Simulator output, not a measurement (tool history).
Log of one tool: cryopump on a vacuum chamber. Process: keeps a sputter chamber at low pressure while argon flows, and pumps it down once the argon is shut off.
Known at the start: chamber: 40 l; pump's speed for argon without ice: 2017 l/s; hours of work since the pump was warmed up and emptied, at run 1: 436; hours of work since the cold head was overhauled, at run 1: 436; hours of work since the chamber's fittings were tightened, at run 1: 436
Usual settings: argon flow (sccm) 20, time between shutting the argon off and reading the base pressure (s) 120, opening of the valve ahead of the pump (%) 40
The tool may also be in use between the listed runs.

run,hour,argon flow (sccm),time between shutting the argon off and reading the base pressure (s),opening of the valve ahead of the pump (%),hours of work since the pump was warmed up and emptied,hours of work since the cold head was overhauled,hours of work since the chamber's fittings were tightened,pressure while argon flows (Pa),pressure after the wait (uPa)
1,0.0,20,120,40,436,436,436,0.0445,0.75
2,36.6,20,256,40,456,456,456,0.0445,0.62
3,54.2,20,256,40,465,465,465,0.0449,0.61
4,78.6,20,120,40,478,478,478,0.0449,0.80
5,104.6,20,120,40,492,492,492,0.0461,0.83
6,136.9,20,120,40,510,510,510,0.0466,0.85
7,167.0,20,53,40,526,526,526,0.0458,1.26
8,191.2,20,120,27,539,539,539,0.0657,0.89
9,219.7,20,120,40,554,554,554,0.0460,0.87
10,248.7,20,120,40,570,570,570,0.0453,0.89
11,276.0,20,37,40,584,584,584,0.0467,1.70
12,293.5,20,120,40,594,594,594,0.0461,0.90
13,328.8,20,120,40,612,612,612,0.0466,0.92
14,345.3,20,120,40,621,621,621,0.0475,0.91
# hour 354.0: pump warmed up, emptied and cooled again
15,377.2,20,120,40,12,636,636,0.0424,0.78
16,411.7,20,120,40,31,654,654,0.0421,0.81
17,433.7,20,22,41,43,666,666,0.0411,2.36
18,450.4,12,24,28,52,675,675,0.0368,2.20
19,467.1,12,24,42,61,684,684,0.0241,2.19
20,503.1,9,149,56,80,703,703,0.0138,0.76
21,522.0,9,149,56,90,713,713,0.0135,0.81
22,545.8,11,274,26,103,726,726,0.0360,0.69
23,566.3,30,148,45,114,737,737,0.0575,0.79
24,598.1,30,148,45,131,754,754,0.0572,0.84
25,627.1,33,148,22,146,770,770,0.1274,0.82
26,648.7,28,62,22,158,781,781,0.1082,1.24
27,675.6,12,89,20,172,796,796,0.0512,1.05
28,691.3,12,89,20,181,804,804,0.0522,1.08
29,729.1,20,184,15,201,824,824,0.1144,0.83
30,754.8,13,180,15,215,838,838,0.0738,0.83
31,770.9,39,120,40,223,847,847,0.0848,0.96

Forecast each of these 4 alternatives for the next run:
A,790.9,19,120,32,234,857,857,?,?
B,790.9,39,75,40,234,857,857,?,?
C,790.9,20,177,27,234,857,857,?,?
D,790.9,20,40,24,234,857,857,?,?

run,pressure while argon flows (Pa),pressure after the wait (uPa)
A,0.0524,0.95
B,0.0861,1.19
C,0.0636,0.84
D,0.0713,1.60
Without the tool's hidden state the same runs would have given:
run,pressure while argon flows (Pa),pressure after the wait (uPa)
A,0.0506,0.47
B,0.0824,0.71
C,0.0617,0.37
D,0.0695,1.13
